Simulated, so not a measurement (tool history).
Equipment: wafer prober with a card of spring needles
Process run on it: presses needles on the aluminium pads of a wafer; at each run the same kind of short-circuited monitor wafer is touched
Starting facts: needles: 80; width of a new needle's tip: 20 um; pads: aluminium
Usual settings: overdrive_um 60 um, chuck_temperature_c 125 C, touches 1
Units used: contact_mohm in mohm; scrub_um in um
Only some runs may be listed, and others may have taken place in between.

Run 1, hour 0: usual settings. Result: contact_mohm 277 mohm, scrub_um 9.34 um.
At hour 6: tips cleaned on abrasive film.
Run 2, hour 11.5: usual settings. Result: contact_mohm 269 mohm, scrub_um 9.28 um.
At hour 18.1: tips cleaned on abrasive film.
Run 3, hour 22.4: usual settings. Result: contact_mohm 260 mohm, scrub_um 9.33 um.
At hour 29.8: tips cleaned on abrasive film.
Run 4, hour 35.7: usual settings. Result: contact_mohm 277 mohm, scrub_um 9.29 um.
At hour 41.9: tips cleaned on abrasive film.
Run 5, hour 46: usual settings. Result: contact_mohm 261 mohm, scrub_um 9.25 um.
At hour 53.7: tips cleaned on abrasive film.
Run 6, hour 59.2: usual settings. Result: contact_mohm 275 mohm, scrub_um 9.19 um.
At hour 66.2: tips cleaned on abrasive film.
Run 7, hour 66.3: usual settings. Result: contact_mohm 238 mohm, scrub_um 9.2 um.
At hour 77.5: tips cleaned on abrasive film.
Run 8, hour 77.7: usual settings. Result: contact_mohm 238 mohm, scrub_um 9.21 um.
Run 9, hour 85.8: usual settings but chuck_temperature_c 29 C. Result: contact_mohm 274 mohm, scrub_um 9.32 um.
At hour 88.9: tips cleaned on abrasive film.
Run 10, hour 98.6: usual settings but overdrive_um 62 um. Result: contact_mohm 291 mohm, scrub_um 9.52 um.
At hour 100.6: tips cleaned on abrasive film.
Run 11, hour 109.4: usual settings but overdrive_um 62 um, chuck_temperature_c 64 C. Result: contact_mohm 276 mohm, scrub_um 9.57 um.
At hour 112.5: tips cleaned on abrasive film.
Run 12, hour 116.7: usual settings but chuck_temperature_c 27 C. Result: contact_mohm 246 mohm, scrub_um 9.16 um.
At hour 124.2: tips cleaned on abrasive film.
Run 13, hour 129.6: usual settings but chuck_temperature_c 27 C. Result: contact_mohm 262 mohm, scrub_um 9.15 um.
At hour 136.3: tips cleaned on abrasive film.
Run 14, hour 143.7: usual settings but chuck_temperature_c 27 C. Result: contact_mohm 272 mohm, scrub_um 9.09 um.
At hour 148.1: tips cleaned on abrasive film.
Run 15, hour 157.4: usual settings. Result: contact_mohm 293 mohm, scrub_um 9.06 um.
At hour 159.7: tips cleaned on abrasive film.
At hour 171: tips cleaned on abrasive film.
Run 16, hour 172.7: usual settings but touches 2. Result: contact_mohm 247 mohm, scrub_um 9.13 um.
At hour 182.6: tips cleaned on abrasive film.
Run 17, hour 186.7: usual settings but chuck_temperature_c 102 C, touches 2. Result: contact_mohm 243 mohm, scrub_um 9.17 um.
At hour 194.4: tips cleaned on abrasive film.
Run 18, hour 197.2: usual settings. Result: contact_mohm 255 mohm, scrub_um 9.23 um.
At hour 206.2: tips cleaned on abrasive film.
Run 19, hour 210.1: usual settings but overdrive_um 54 um, chuck_temperature_c 26 C. Result: contact_mohm 266 mohm, scrub_um 8.08 um.
At hour 217.7: tips cleaned on abrasive film.
Run 20, hour 217.7: usual settings but overdrive_um 54 um, chuck_temperature_c 26 C. Result: contact_mohm 216 mohm, scrub_um 8.12 um.
At hour 229.6: tips cleaned on abrasive film.
Run 21, hour 230.1: usual settings but overdrive_um 63 um, chuck_temperature_c 73 C, touches 2. Result: contact_mohm 221 mohm, scrub_um 9.57 um.
At hour 241.1: tips cleaned on abrasive film.
Run 22, hour 244.6: usual settings but overdrive_um 58 um, chuck_temperature_c 73 C, touches 2. Result: contact_mohm 243 mohm, scrub_um 8.74 um.
At hour 250.7: height of the first contact set anew.
Run 23, hour 252: usual settings but overdrive_um 80 um. Result: contact_mohm 259 mohm, scrub_um 13 um.
At hour 252.9: tips cleaned on abrasive film.
At hour 264.4: tips cleaned on abrasive film.
Run 24, hour 264.4: usual settings. Result: contact_mohm 240 mohm, scrub_um 9.77 um.
Run 25, hour 272.9: usual settings but overdrive_um 58 um, chuck_temperature_c 99 C. Result: contact_mohm 281 mohm, scrub_um 9.55 um.
At hour 276: tips cleaned on abrasive film.
Run 26, hour 282: usual settings but overdrive_um 80 um, chuck_temperature_c 60 C. Result: contact_mohm 239 mohm, scrub_um 13.15 um.
At hour 287.9: tips cleaned on abrasive film.
Run 27, hour 291.8: usual settings but overdrive_um 58 um, chuck_temperature_c 104 C, touches 3. Result: contact_mohm 239 mohm, scrub_um 9.23 um.
At hour 299.3: tips cleaned on abrasive film.
Run 28, hour 305.5: usual settings but overdrive_um 70 um, chuck_temperature_c 104 C. Result: contact_mohm 255 mohm, scrub_um 11.24 um.
At hour 311.2: tips cleaned on abrasive film.
Run 29, hour 319.9: usual settings but overdrive_um 70 um, chuck_temperature_c 104 C. Result: contact_mohm 263 mohm, scrub_um 11.23 um.
At hour 322.8: tips cleaned on abrasive film.
Run 30, hour 330.3: usual settings but overdrive_um 70 um, chuck_temperature_c 33 C. Result: contact_mohm 250 mohm, scrub_um 11.21 um.
At hour 335.2: tips cleaned on abrasive film.
Run 31, hour 338.6: usual settings but overdrive_um 66 um, chuck_temperature_c 35 C. Result: contact_mohm 234 mohm, scrub_um 10.69 um.
At hour 346.5: tips cleaned on abrasive film.
Run 32, hour 349.8: usual settings but overdrive_um 58 um, chuck_temperature_c 35 C. Result: contact_mohm 244 mohm, scrub_um 9.28 um.

Table of differences, measured result less the result of that run with no hidden state. Run-to-run variation is the same in both. Gauge scatter possibly is not:
Hidden state present: debris on the tips, nm; way that the needles fall short of the set height, um; tips' diameter, um; drift of the gauge itself on contact_mohm, %; drift of the gauge itself on scrub_um, %.
run  contact_mohm  scrub_um
  1           +48     -0.52
  2           +43     -0.54
  3           +34     -0.55
  4           +47     -0.57
  5           +35     -0.58
  6           +45     -0.59
  7           +12     -0.61
  8            +9     -0.62
  9           +65     -0.62
 10           +60     -0.64
 11           +62     -0.65
 12           +42     -0.67
 13           +55     -0.68
 14           +65     -0.68
 15           +64      -0.7
 16           +15     -0.74
 17           +23     -0.74
 18           +27     -0.77
 19           +55     -0.78
 20            +9      -0.8
 21            +8      -0.8
 22           +26     -0.81
 23           +37        +0
 24            +8     -0.03
 25           +61     -0.02
 26           +31     -0.04
 27           +14     -0.05
 28           +36     -0.06
 29           +42     -0.07
 30           +45     -0.08
 31           +28      -0.1
 32           +37      -0.1
